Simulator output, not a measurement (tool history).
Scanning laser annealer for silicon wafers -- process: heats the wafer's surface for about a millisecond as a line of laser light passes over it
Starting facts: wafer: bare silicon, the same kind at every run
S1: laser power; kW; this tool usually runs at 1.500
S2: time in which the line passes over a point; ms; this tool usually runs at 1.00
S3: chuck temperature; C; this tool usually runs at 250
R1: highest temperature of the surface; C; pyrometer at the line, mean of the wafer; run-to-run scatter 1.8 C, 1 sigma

run,day,S1,S2,S3,R1
1,0.000,1.500,1.00,250,1062
2,2.371,1.500,1.00,250,1063
3,4.167,1.500,1.00,250,1063
4,5.358,1.500,1.00,250,1064
5,6.829,1.500,1.22,250,1136
6,8.304,1.500,1.22,250,1139
7,10.100,1.500,1.22,247,1133
8,12.588,1.500,1.22,247,1136
9,15.029,1.485,1.00,250,1058
10,16.583,1.329,1.00,250,979
11,19.350,1.500,1.00,250,1062
12,21.958,1.500,1.00,250,1062
13,24.188,1.576,0.73,289,1029
14,26.996,1.410,0.72,278,945
15,28.538,1.410,0.72,251,915
16,30.150,1.551,0.94,211,1028
17,32.612,1.551,0.94,211,1028
18,34.733,1.551,0.94,211,1029
19,36.271,1.443,1.20,290,1140
20,38.433,1.378,1.09,254,1036
21,41.354,1.536,1.15,217,1101
22,43.596,1.536,0.84,282,1051

Put back what was entered between runs (1 entry, withheld): which listed runs does each sit between, and how does the hidden state differ from the listed run before to the listed run after?
Runs 13 to 14: window over the wafer cleaned (day 24.504)
  light that passes the window, % of a clean one's: 99.87 -> 99.98

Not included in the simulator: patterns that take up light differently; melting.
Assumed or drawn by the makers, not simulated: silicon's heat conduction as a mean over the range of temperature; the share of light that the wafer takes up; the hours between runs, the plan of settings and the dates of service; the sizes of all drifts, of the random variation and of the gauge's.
